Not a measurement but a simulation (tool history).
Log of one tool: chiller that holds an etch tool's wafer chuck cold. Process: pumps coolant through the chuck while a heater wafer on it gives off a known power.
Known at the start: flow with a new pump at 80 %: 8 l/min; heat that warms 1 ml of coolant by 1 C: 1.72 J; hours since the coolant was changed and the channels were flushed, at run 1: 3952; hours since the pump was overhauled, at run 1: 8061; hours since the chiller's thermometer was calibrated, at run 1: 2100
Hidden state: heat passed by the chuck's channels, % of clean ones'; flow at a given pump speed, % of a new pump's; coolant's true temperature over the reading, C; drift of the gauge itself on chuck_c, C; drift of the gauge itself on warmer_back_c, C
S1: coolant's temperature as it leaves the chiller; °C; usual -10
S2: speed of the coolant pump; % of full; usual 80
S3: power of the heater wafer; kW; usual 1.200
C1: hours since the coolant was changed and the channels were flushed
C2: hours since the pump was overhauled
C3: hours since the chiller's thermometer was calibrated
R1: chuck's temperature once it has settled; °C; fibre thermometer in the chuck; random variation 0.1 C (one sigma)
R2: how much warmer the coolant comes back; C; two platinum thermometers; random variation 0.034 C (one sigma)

{"run": 1, "hour": 0.0, "S1": -10, "S2": 80, "S3": 1.2, "C1": 3952, "C2": 8061, "C3": 2100, "R1": -1.2, "R2": 5.22}
{"run": 2, "hour": 100.1, "S1": -10, "S2": 80, "S3": 1.2, "C1": 4052, "C2": 8161, "C3": 2200, "R1": -1.4, "R2": 5.25}
{"hour": 210.2, "done": "coolant pump overhauled"}
{"run": 3, "hour": 268.8, "S1": -10, "S2": 80, "S3": 1.2, "C1": 4215, "C2": 59, "C3": 2363, "R1": -1.4, "R2": 5.21}
{"run": 4, "hour": 449.7, "S1": -10, "S2": 91, "S3": 1.2, "C1": 4396, "C2": 240, "C3": 2544, "R1": -2.4, "R2": 4.55}
{"run": 5, "hour": 653.4, "S1": -10, "S2": 91, "S3": 1.2, "C1": 4600, "C2": 443, "C3": 2748, "R1": -2.3, "R2": 4.57}
{"run": 6, "hour": 771.5, "S1": -5, "S2": 97, "S3": 0.827, "C1": 4718, "C2": 561, "C3": 2866, "R1": 0.1, "R2": 2.94}
{"run": 7, "hour": 925.6, "S1": -1, "S2": 98, "S3": 0.837, "C1": 4872, "C2": 715, "C3": 3020, "R1": 4.2, "R2": 2.88}
{"run": 8, "hour": 1030.5, "S1": -1, "S2": 78, "S3": 1.2, "C1": 4977, "C2": 820, "C3": 3125, "R1": 7.9, "R2": 5.36}

Forecast run 9:
{"run": 9, "hour": 1117.0, "S1": -6, "S2": 64, "S3": 1.031, "C1": 5064, "C2": 907, "C3": 3212, "R1": "?", "R2": "?"}

{"run 9": {"R1": 2.9, "R2": 5.75}}
Without the tool's hidden state the same run would have given R1 2.9 °C, R2 5.74 C.
